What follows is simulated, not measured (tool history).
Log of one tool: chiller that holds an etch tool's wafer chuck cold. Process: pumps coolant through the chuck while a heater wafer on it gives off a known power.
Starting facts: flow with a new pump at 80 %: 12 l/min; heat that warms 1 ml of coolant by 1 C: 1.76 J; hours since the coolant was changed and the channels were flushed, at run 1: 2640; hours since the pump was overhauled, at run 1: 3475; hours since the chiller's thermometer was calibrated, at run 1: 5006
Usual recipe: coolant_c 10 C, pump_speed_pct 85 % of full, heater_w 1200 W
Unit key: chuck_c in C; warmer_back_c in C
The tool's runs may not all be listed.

run   hour  coolant_c  pump_speed_pct  heater_w  hours since the coolant was changed and the channels were flushed  hours since the pump was overhauled  hours since the chiller's thermometer was calibrated  chuck_c  warmer_back_c
  1      0         10              85      1200                                                               2640                                 3475                                                  5006     20.8           3.44
  2   48.5         10              96      1200                                                               2688                                 3524                                                  5055     20.2            3.1
      66.7  -- chiller's thermometer calibrated
  3  105.4         10              96      1200                                                               2744                                 3580                                                    39     20.6           3.05
  4  164.7         10              96      1200                                                               2803                                 3639                                                    98     20.8              3
  5  248.1         10              96      1200                                                               2887                                 3722                                                   181     20.7           3.08
  6  309.6         10              96      1200                                                               2948                                 3784                                                   243     20.7           3.06
  7  358.9         10              96      1200                                                               2998                                 3833                                                   292     20.9           3.07
  8  429.1         10              96      1200                                                               3068                                 3903                                                   362     20.7           3.09
  9  500.2         10              69      1721                                                               3139                                 3975                                                   434     28.5           6.09
 10  582.8          5              75       791                                                               3222                                 4057                                                   516     13.2           2.57
 11  663.8          5              75       791                                                               3303                                 4138                                                   597       13           2.63
 12  725.6          1              75       939                                                               3364                                 4200                                                   659     10.8           3.09
 13  804.6          8              98       781                                                               3443                                 4279                                                   738       15           2.07
 14  878.5          8              98       781                                                               3517                                 4353                                                   812       15           1.94
 15    943          6              73      1452                                                               3582                                 4417                                                   876     21.3           4.95

Forecast each of these 4 alternatives for the next run:
  A  1028.4         10              85      1058                                                               3667                                 4503                                                   962        ?              ?
  B  1028.4          5              62       973                                                               3667                                 4503                                                   962        ?              ?
  C  1028.4          4              73      1200                                                               3667                                 4503                                                   962        ?              ?
  D  1028.4          6              86      1452                                                               3667                                 4503                                                   962        ?              ?

run  chuck_c  warmer_back_c
  A     20.2           3.13
  B     16.3           3.78
  C     16.7           4.03
  D     19.9           4.29
The same runs, with their run-to-run variation unchanged, on a tool lacking any hidden condition would have given:
run  chuck_c  warmer_back_c
  A     19.4           2.85
  B     15.3           3.44
  C     15.5           3.67
  D     18.7           3.91

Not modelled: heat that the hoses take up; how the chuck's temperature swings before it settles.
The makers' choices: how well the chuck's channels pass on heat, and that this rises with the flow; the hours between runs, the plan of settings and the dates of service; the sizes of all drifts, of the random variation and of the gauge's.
